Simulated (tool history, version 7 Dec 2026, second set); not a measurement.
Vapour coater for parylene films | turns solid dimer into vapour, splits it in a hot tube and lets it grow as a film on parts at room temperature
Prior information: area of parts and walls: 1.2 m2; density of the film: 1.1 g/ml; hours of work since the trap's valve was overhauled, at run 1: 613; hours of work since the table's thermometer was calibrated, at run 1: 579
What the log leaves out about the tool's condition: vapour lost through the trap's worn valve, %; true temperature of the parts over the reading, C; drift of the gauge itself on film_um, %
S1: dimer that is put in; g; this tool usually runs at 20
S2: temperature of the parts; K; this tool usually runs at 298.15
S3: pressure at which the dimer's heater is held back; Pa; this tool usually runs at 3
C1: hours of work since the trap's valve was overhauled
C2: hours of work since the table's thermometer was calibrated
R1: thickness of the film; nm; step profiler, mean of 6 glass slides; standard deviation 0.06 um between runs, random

run,hour,S1,S2,S3,C1,C2,R1
1,0,20,298.15,3,613,579,11610
2,18.9,20,298.15,3,624,590,11640
3,49.6,20,298.15,3,642,608,11620
4,76.8,20,298.15,3,658,625,11620
5,94.3,20,298.15,3,668,635,11670
# hour 123: trap's valve overhauled
6,127.9,20,298.15,3,3,652,12460
7,155.1,20,298.15,3,19,668,12420
8,187.6,20,298.15,10.69,38,687,11510
9,230,9,298.15,3,63,712,5560
10,256.5,20,298.15,5.75,79,728,11880
11,283.7,20,298.15,5.75,95,744,11790
12,313.4,20,298.15,11.12,112,762,11410
13,343.5,15,298.15,3,130,779,9210
14,385.2,15,301.15,3,155,804,8410
15,411.1,19,302.15,6.09,170,819,9870
16,438.2,14,292.15,10.75,186,835,9510
17,471.7,14,292.15,10.75,205,855,9490
18,505.2,14,292.15,10.75,225,875,9520
19,522.5,20,292.15,10.03,235,885,13510
20,550.7,17,292.15,10.03,252,901,11490
21,577.8,21,298.15,2.2,268,917,12970
22,604.3,20,298.15,2.69,284,933,12220
23,641.1,20,298.15,2.69,305,955,12250

4 options for the next run, each taken on its own from the tool as it stands now. Forecast them:
A,671.2,14,293.15,3,323,972,?
B,671.2,24,304.15,2,323,972,?
C,671.2,11,299.15,4.76,323,972,?
D,671.2,8,305.15,10.22,323,972,?

run,R1
A,9900
B,12370
C,6280
D,3620
The same runs, with their run-to-run variation unchanged, on a tool lacking any hidden condition would have given:
run,R1
A,10060
B,12570
C,6380
D,3680
